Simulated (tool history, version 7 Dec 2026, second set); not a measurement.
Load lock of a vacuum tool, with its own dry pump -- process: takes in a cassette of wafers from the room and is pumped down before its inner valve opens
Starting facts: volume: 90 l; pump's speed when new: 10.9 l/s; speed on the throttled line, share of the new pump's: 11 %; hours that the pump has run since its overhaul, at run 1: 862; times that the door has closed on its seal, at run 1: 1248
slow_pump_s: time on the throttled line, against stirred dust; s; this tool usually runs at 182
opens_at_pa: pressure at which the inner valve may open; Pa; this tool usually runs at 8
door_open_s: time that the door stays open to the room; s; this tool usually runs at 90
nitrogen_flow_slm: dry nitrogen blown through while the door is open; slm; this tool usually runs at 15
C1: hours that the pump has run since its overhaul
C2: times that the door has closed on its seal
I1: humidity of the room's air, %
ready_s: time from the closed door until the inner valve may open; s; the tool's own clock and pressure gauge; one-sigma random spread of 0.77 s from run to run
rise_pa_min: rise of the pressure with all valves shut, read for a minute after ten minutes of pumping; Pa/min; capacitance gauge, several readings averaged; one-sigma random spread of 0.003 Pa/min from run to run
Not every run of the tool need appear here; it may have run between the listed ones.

run 1 hour=0.0 | slow_pump_s=182 opens_at_pa=8 door_open_s=90 nitrogen_flow_slm=15 | C1=862 C2=1248 | I1=39.4 | ready_s=240.9 rise_pa_min=0.048
run 2 hour=307.8 | slow_pump_s=182 opens_at_pa=8 door_open_s=90 nitrogen_flow_slm=24 | C1=1170 C2=1694 | I1=43.1 | ready_s=241.8 rise_pa_min=0.039
run 3 hour=665.3 | slow_pump_s=182 opens_at_pa=8 door_open_s=90 nitrogen_flow_slm=15 | C1=1528 C2=2211 | I1=46.9 | ready_s=241.9 rise_pa_min=0.050
run 4 hour=1256.7 | slow_pump_s=182 opens_at_pa=8 door_open_s=90 nitrogen_flow_slm=15 | C1=2119 C2=3067 | I1=49.4 | ready_s=240.8 rise_pa_min=0.051
run 5 hour=1675.4 | slow_pump_s=182 opens_at_pa=8 door_open_s=90 nitrogen_flow_slm=15 | C1=2538 C2=3673 | I1=46.0 | ready_s=240.9 rise_pa_min=0.048
run 6 hour=2227.2 | slow_pump_s=182 opens_at_pa=8 door_open_s=90 nitrogen_flow_slm=15 | C1=3090 C2=4472 | I1=45.1 | ready_s=243.0 rise_pa_min=0.049
run 7 hour=2539.8 | slow_pump_s=182 opens_at_pa=8 door_open_s=90 nitrogen_flow_slm=15 | C1=3402 C2=4924 | I1=49.5 | ready_s=240.4 rise_pa_min=0.055
run 8 hour=2851.8 | slow_pump_s=182 opens_at_pa=8 door_open_s=90 nitrogen_flow_slm=15 | C1=3714 C2=5376 | I1=46.8 | ready_s=240.4 rise_pa_min=0.047
run 9 hour=3380.3 | slow_pump_s=182 opens_at_pa=8 door_open_s=90 nitrogen_flow_slm=15 | C1=4243 C2=6141 | I1=42.5 | ready_s=242.3 rise_pa_min=0.047
run 10 hour=3641.8 | slow_pump_s=182 opens_at_pa=8 door_open_s=90 nitrogen_flow_slm=15 | C1=4504 C2=6520 | I1=42.9 | ready_s=240.1 rise_pa_min=0.047
run 11 hour=4212.2 | slow_pump_s=182 opens_at_pa=8 door_open_s=90 nitrogen_flow_slm=15 | C1=5075 C2=7345 | I1=48.3 | ready_s=241.0 rise_pa_min=0.058
run 12 hour=4645.2 | slow_pump_s=182 opens_at_pa=8 door_open_s=90 nitrogen_flow_slm=15 | C1=5508 C2=7972 | I1=46.2 | ready_s=241.8 rise_pa_min=0.055
run 13 hour=5123.5 | slow_pump_s=182 opens_at_pa=8 door_open_s=90 nitrogen_flow_slm=15 | C1=5986 C2=8664 | I1=44.3 | ready_s=241.1 rise_pa_min=0.049
run 14 hour=5531.5 | slow_pump_s=182 opens_at_pa=8 door_open_s=90 nitrogen_flow_slm=15 | C1=6394 C2=9255 | I1=45.0 | ready_s=240.8 rise_pa_min=0.051
run 15 hour=6073.6 | slow_pump_s=182 opens_at_pa=8 door_open_s=90 nitrogen_flow_slm=15 | C1=6936 C2=10040 | I1=45.6 | ready_s=241.2 rise_pa_min=0.050
run 16 hour=6689.3 | slow_pump_s=182 opens_at_pa=8 door_open_s=90 nitrogen_flow_slm=15 | C1=7552 C2=10931 | I1=46.8 | ready_s=241.8 rise_pa_min=0.045
run 17 hour=7134.1 | slow_pump_s=182 opens_at_pa=8 door_open_s=90 nitrogen_flow_slm=15 | C1=7996 C2=11575 | I1=43.4 | ready_s=239.7 rise_pa_min=0.051
run 18 hour=7497.4 | slow_pump_s=182 opens_at_pa=8 door_open_s=144 nitrogen_flow_slm=15 | C1=8360 C2=12100 | I1=41.0 | ready_s=239.8 rise_pa_min=0.062
run 19 hour=8033.2 | slow_pump_s=217 opens_at_pa=14 door_open_s=95 nitrogen_flow_slm=41 | C1=8896 C2=12876 | I1=41.4 | ready_s=268.6 rise_pa_min=0.024
run 20 hour=8314.2 | slow_pump_s=172 opens_at_pa=8 door_open_s=32 nitrogen_flow_slm=5 | C1=9177 C2=13283 | I1=46.8 | ready_s=231.4 rise_pa_min=0.039
run 21 hour=8854.7 | slow_pump_s=108 opens_at_pa=8 door_open_s=32 nitrogen_flow_slm=5 | C1=9717 C2=14065 | I1=44.7 | ready_s=176.3 rise_pa_min=0.035
run 22 hour=9278.6 | slow_pump_s=131 opens_at_pa=9 door_open_s=150 nitrogen_flow_slm=15 | C1=10141 C2=14679 | I1=47.7 | ready_s=194.9 rise_pa_min=0.072
run 23 hour=9578.2 | slow_pump_s=131 opens_at_pa=9 door_open_s=150 nitrogen_flow_slm=15 | C1=10441 C2=15112 | I1=44.0 | ready_s=195.6 rise_pa_min=0.068
run 24 hour=10110.9 | slow_pump_s=207 opens_at_pa=12 door_open_s=150 nitrogen_flow_slm=7 | C1=10973 C2=15883 | I1=40.5 | ready_s=259.5 rise_pa_min=0.082
run 25 hour=10680.5 | slow_pump_s=278 opens_at_pa=9 door_open_s=90 nitrogen_flow_slm=15 | C1=11543 C2=16708 | I1=44.6 | ready_s=325.6 rise_pa_min=0.048
run 26 hour=11141.2 | slow_pump_s=182 opens_at_pa=8 door_open_s=90 nitrogen_flow_slm=12 | C1=12004 C2=17375 | I1=50.6 | ready_s=241.0 rise_pa_min=0.061
run 27 hour=11684.4 | slow_pump_s=142 opens_at_pa=6 door_open_s=219 nitrogen_flow_slm=12 | C1=12547 C2=18161 | I1=44.2 | ready_s=209.6 rise_pa_min=0.099
run 28 hour=12147.6 | slow_pump_s=109 opens_at_pa=16 door_open_s=90 nitrogen_flow_slm=6 | C1=13010 C2=18832 | I1=43.1 | ready_s=169.5 rise_pa_min=0.063
run 29 hour=12621.4 | slow_pump_s=182 opens_at_pa=13 door_open_s=42 nitrogen_flow_slm=15 | C1=13484 C2=19517 | I1=40.8 | ready_s=236.8 rise_pa_min=0.030
run 30 hour=13161.2 | slow_pump_s=182 opens_at_pa=13 door_open_s=42 nitrogen_flow_slm=15 | C1=14024 C2=20299 | I1=44.4 | ready_s=237.9 rise_pa_min=0.032
run 31 hour=13675.6 | slow_pump_s=235 opens_at_pa=8 door_open_s=80 nitrogen_flow_slm=38 | C1=14538 C2=21043 | I1=46.6 | ready_s=289.3 rise_pa_min=0.024
run 32 hour=14187.5 | slow_pump_s=186 opens_at_pa=8 door_open_s=47 nitrogen_flow_slm=5 | C1=15050 C2=21784 | I1=47.7 | ready_s=243.4 rise_pa_min=0.045
run 33 hour=14674.3 | slow_pump_s=106 opens_at_pa=6 door_open_s=47 nitrogen_flow_slm=5 | C1=15537 C2=22489 | I1=46.5 | ready_s=175.8 rise_pa_min=0.048
run 34 hour=15099.8 | slow_pump_s=132 opens_at_pa=8 door_open_s=31 nitrogen_flow_slm=5 | C1=15962 C2=23105 | I1=43.3 | ready_s=196.6 rise_pa_min=0.038
run 35 hour=15488.5 | slow_pump_s=132 opens_at_pa=8 door_open_s=31 nitrogen_flow_slm=5 | C1=16351 C2=23667 | I1=41.1 | ready_s=196.6 rise_pa_min=0.030
run 36 hour=16080.1 | slow_pump_s=182 opens_at_pa=8 door_open_s=27 nitrogen_flow_slm=15 | C1=16942 C2=24524 | I1=45.3 | ready_s=241.9 rise_pa_min=0.026

Below are 3 alternative next runs, each starting from the tool's condition after run 36. Predict each:
run A hour=16557.8 | slow_pump_s=182 opens_at_pa=11 door_open_s=76 nitrogen_flow_slm=15 | C1=17420 C2=25215 | I1=44.4 | ready_s=? rise_pa_min=?
run B hour=16557.8 | slow_pump_s=188 opens_at_pa=8 door_open_s=66 nitrogen_flow_slm=15 | C1=17420 C2=25215 | I1=41.3 | ready_s=? rise_pa_min=?
run C hour=16557.8 | slow_pump_s=182 opens_at_pa=7 door_open_s=27 nitrogen_flow_slm=31 | C1=17420 C2=25215 | I1=43.2 | ready_s=? rise_pa_min=?

run=A ready_s=238.7 rise_pa_min=0.045
run=B ready_s=247.1 rise_pa_min=0.034
run=C ready_s=243.7 rise_pa_min=0.012
With the hidden condition removed and each run's random variation left untouched, the same runs would have given:
run=A ready_s=238.7 rise_pa_min=0.045
run=B ready_s=247.0 rise_pa_min=0.033
run=C ready_s=243.6 rise_pa_min=0.012
